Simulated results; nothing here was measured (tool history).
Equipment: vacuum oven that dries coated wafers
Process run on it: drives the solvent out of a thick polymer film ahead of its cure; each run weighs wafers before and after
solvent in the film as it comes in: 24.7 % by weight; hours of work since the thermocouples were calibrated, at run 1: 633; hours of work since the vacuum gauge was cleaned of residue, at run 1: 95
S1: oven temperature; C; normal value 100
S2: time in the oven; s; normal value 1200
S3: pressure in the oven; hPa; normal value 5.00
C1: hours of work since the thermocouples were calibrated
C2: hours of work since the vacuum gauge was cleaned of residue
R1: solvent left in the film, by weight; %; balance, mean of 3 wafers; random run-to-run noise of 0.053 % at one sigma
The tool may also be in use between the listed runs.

run	hour	S1	S2	S3	C1	C2	R1
1	0.0	100	1200	5.00	633	95	2.86
2	21.3	100	1200	5.00	642	104	2.88
3	39.3	100	1200	5.00	650	112	2.88
4	52.3	100	840	5.00	656	117	5.08
5	74.9	100	840	5.00	665	127	5.00
6	94.4	100	1200	7.37	674	135	2.93
7	108.8	100	1200	7.37	680	141	3.02
8	132.9	89	1200	5.00	690	152	5.90
9	149.0	100	1200	6.43	697	158	2.96
10	168.4	100	1200	6.43	705	167	2.96
11	178.9	100	1200	5.00	710	171	2.88
12	201.9	100	1200	5.00	720	181	2.91
13	213.2	100	1200	5.00	724	186	2.87
14	232.9	100	1140	5.00	733	194	3.27
15	251.9	100	1140	5.00	741	202	3.15
16	263.2	100	1620	5.00	746	207	1.52
17	282.9	100	1620	5.00	754	216	1.65
18	295.5	100	1620	5.00	760	221	1.54
19	310.7	100	1620	5.00	766	228	1.56
20	328.5	100	1620	5.00	774	235	1.55
21	346.4	100	1620	5.00	781	243	1.60
22	358.0	100	1620	5.00	786	248	1.59
23	377.4	86	1380	8.48	795	256	6.14
24	393.5	114	1800	8.48	801	263	0.41
25	403.6	114	1800	8.48	806	267	0.41
26	423.2	93	1800	7.86	814	276	2.46
27	437.9	100	660	3.01	820	282	6.78
28	449.5	97	660	3.79	825	287	7.79
29	474.4	97	660	3.79	836	297	7.64
30	485.3	112	1260	3.67	841	302	0.91
31	502.3	112	1260	3.67	848	309	0.80
32	514.9	92	1440	7.91	853	315	4.02
33	530.5	92	1440	7.91	860	321	3.99
34	543.9	100	1740	3.07	866	327	1.31
35	562.9	100	1740	3.07	874	335	1.23
36	579.1	100	600	5.00	881	342	7.69
37	596.2	96	1620	5.95	888	349	2.29
38	618.0	108	1620	5.95	897	359	0.74
39	639.2	105	1680	3.99	906	368	0.89
40	654.3	105	1680	3.99	913	374	0.88
41	673.5	105	600	3.99	921	382	6.09
42	687.8	100	960	2.67	927	389	4.28
43	700.0	113	1200	14.17	932	394	1.18
44	711.5	97	1440	5.00	937	399	2.63

Table of differences, measured result less the result of that run with no hidden state. Run-to-run variation is the same in both. Gauge scatter possibly is not:
Hidden conditions of the tool in this case: true wafer temperature over the reading, C; true pressure over the reading, kPa; drift of the gauge itself on solvent_pct, %.
run	R1
1	+0.18
2	+0.18
3	+0.18
4	+0.24
5	+0.24
6	+0.19
7	+0.20
8	+0.29
9	+0.20
10	+0.21
11	+0.20
12	+0.21
13	+0.22
14	+0.23
15	+0.23
16	+0.16
17	+0.16
18	+0.16
19	+0.17
20	+0.17
21	+0.17
22	+0.18
23	+0.35
24	+0.05
25	+0.06
26	+0.24
27	+0.33
28	+0.34
29	+0.34
30	+0.12
31	+0.12
32	+0.33
33	+0.33
34	+0.18
35	+0.18
36	+0.37
37	+0.26
38	+0.12
39	+0.14
40	+0.15
41	+0.35
42	+0.35
43	+0.15
44	+0.30

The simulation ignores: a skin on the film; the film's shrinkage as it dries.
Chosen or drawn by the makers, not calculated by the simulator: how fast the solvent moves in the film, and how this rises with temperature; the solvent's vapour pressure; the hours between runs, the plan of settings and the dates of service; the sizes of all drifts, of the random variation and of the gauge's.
